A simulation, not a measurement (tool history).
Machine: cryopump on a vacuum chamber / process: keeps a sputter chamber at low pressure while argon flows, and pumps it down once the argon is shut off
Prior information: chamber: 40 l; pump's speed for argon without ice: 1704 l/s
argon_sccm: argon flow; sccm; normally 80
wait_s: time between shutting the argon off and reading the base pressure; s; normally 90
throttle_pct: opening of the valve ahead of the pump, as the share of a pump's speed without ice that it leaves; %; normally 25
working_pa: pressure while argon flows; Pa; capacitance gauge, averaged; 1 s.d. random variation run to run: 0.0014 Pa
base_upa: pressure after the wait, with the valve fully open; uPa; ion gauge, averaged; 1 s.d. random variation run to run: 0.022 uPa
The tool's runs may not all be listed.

{"run": 1, "day": 0.0, "argon_sccm": 80, "wait_s": 90, "throttle_pct": 25, "working_pa": 0.3178, "base_upa": 1.19}
{"run": 2, "day": 0.971, "argon_sccm": 80, "wait_s": 90, "throttle_pct": 25, "working_pa": 0.3229, "base_upa": 1.25}
{"run": 3, "day": 2.054, "argon_sccm": 80, "wait_s": 90, "throttle_pct": 23, "working_pa": 0.351, "base_upa": 1.24}
{"run": 4, "day": 3.317, "argon_sccm": 80, "wait_s": 90, "throttle_pct": 25, "working_pa": 0.3253, "base_upa": 1.22}
{"run": 5, "day": 4.3, "argon_sccm": 80, "wait_s": 90, "throttle_pct": 25, "working_pa": 0.3235, "base_upa": 1.23}
{"run": 6, "day": 5.146, "argon_sccm": 80, "wait_s": 40, "throttle_pct": 25, "working_pa": 0.3242, "base_upa": 1.77}
{"run": 7, "day": 5.971, "argon_sccm": 80, "wait_s": 40, "throttle_pct": 25, "working_pa": 0.3266, "base_upa": 1.79}
{"run": 8, "day": 7.225, "argon_sccm": 80, "wait_s": 40, "throttle_pct": 25, "working_pa": 0.3266, "base_upa": 1.87}
{"run": 9, "day": 8.029, "argon_sccm": 80, "wait_s": 40, "throttle_pct": 28, "working_pa": 0.2927, "base_upa": 1.86}
{"run": 10, "day": 8.696, "argon_sccm": 116, "wait_s": 90, "throttle_pct": 25, "working_pa": 0.4752, "base_upa": 1.34}
{"run": 11, "day": 9.279, "argon_sccm": 116, "wait_s": 90, "throttle_pct": 25, "working_pa": 0.4751, "base_upa": 1.36}
{"run": 12, "day": 10.217, "argon_sccm": 39, "wait_s": 90, "throttle_pct": 25, "working_pa": 0.1606, "base_upa": 1.36}
{"run": 13, "day": 11.242, "argon_sccm": 39, "wait_s": 90, "throttle_pct": 49, "working_pa": 0.086, "base_upa": 1.44}
{"run": 14, "day": 11.908, "argon_sccm": 80, "wait_s": 90, "throttle_pct": 25, "working_pa": 0.3295, "base_upa": 1.42}
{"run": 15, "day": 13.138, "argon_sccm": 80, "wait_s": 90, "throttle_pct": 25, "working_pa": 0.331, "base_upa": 1.49}
{"run": 16, "day": 14.308, "argon_sccm": 80, "wait_s": 90, "throttle_pct": 25, "working_pa": 0.3325, "base_upa": 1.5}
{"run": 17, "day": 15.621, "argon_sccm": 80, "wait_s": 90, "throttle_pct": 25, "working_pa": 0.3181, "base_upa": 1.29}
{"run": 18, "day": 16.708, "argon_sccm": 83, "wait_s": 90, "throttle_pct": 25, "working_pa": 0.329, "base_upa": 1.37}
{"run": 19, "day": 17.925, "argon_sccm": 136, "wait_s": 90, "throttle_pct": 25, "working_pa": 0.5457, "base_upa": 1.35}
{"run": 20, "day": 19.104, "argon_sccm": 136, "wait_s": 90, "throttle_pct": 25, "working_pa": 0.5417, "base_upa": 1.43}
{"run": 21, "day": 20.417, "argon_sccm": 122, "wait_s": 20, "throttle_pct": 18, "working_pa": 0.6765, "base_upa": 2.73}
{"run": 22, "day": 21.533, "argon_sccm": 122, "wait_s": 20, "throttle_pct": 18, "working_pa": 0.6844, "base_upa": 2.79}
{"run": 23, "day": 22.692, "argon_sccm": 122, "wait_s": 20, "throttle_pct": 18, "working_pa": 0.6783, "base_upa": 2.85}
{"run": 24, "day": 23.662, "argon_sccm": 80, "wait_s": 90, "throttle_pct": 44, "working_pa": 0.1858, "base_upa": 1.53}
{"run": 25, "day": 24.904, "argon_sccm": 80, "wait_s": 90, "throttle_pct": 44, "working_pa": 0.1877, "base_upa": 0.6}
{"run": 26, "day": 26.138, "argon_sccm": 62, "wait_s": 90, "throttle_pct": 34, "working_pa": 0.188, "base_upa": 0.58}
{"run": 27, "day": 26.675, "argon_sccm": 62, "wait_s": 85, "throttle_pct": 16, "working_pa": 0.3888, "base_upa": 0.66}
{"run": 28, "day": 27.204, "argon_sccm": 103, "wait_s": 164, "throttle_pct": 23, "working_pa": 0.4542, "base_upa": 0.44}
{"run": 29, "day": 28.292, "argon_sccm": 103, "wait_s": 164, "throttle_pct": 23, "working_pa": 0.4574, "base_upa": 0.46}
{"run": 30, "day": 29.129, "argon_sccm": 55, "wait_s": 103, "throttle_pct": 20, "working_pa": 0.2802, "base_upa": 0.57}
{"run": 31, "day": 29.854, "argon_sccm": 86, "wait_s": 103, "throttle_pct": 35, "working_pa": 0.2548, "base_upa": 0.64}
{"run": 32, "day": 30.662, "argon_sccm": 86, "wait_s": 103, "throttle_pct": 35, "working_pa": 0.2552, "base_upa": 0.61}
{"run": 33, "day": 31.279, "argon_sccm": 86, "wait_s": 21, "throttle_pct": 59, "working_pa": 0.1572, "base_upa": 1.97}

The log once held 2 entries between its listed runs, left out of this copy. Where does each go, and what is different about the tool's unlogged condition between the listed run before it and the listed run after it?
Runs 16 to 17: pump warmed up, emptied and cooled again (day 15.562)
  pump's speed, % of a pump's without ice: 84.3 -> 99.6; cold plate's temperature, K: 12.45 -> 12.46; leak into the chamber, uPa l/s: 1566 -> 1588
  the result without the hidden state subtracted from the measured one, working_pa: +0.0156 -> +0.0011 Pa; base_upa: +0.93 -> +0.76 uPa
Runs 24 to 25: leaking fittings of the chamber tightened, without venting (day 24.567)
  pump's speed, % of a pump's without ice: 93.4 -> 92.5; cold plate's temperature, K: 12.5 -> 12.51; leak into the chamber, uPa l/s: 1743 -> 320
  the result without the hidden state subtracted from the measured one, working_pa: +0.0064 -> +0.0074 Pa; base_upa: +0.95 -> +0.03 uPa
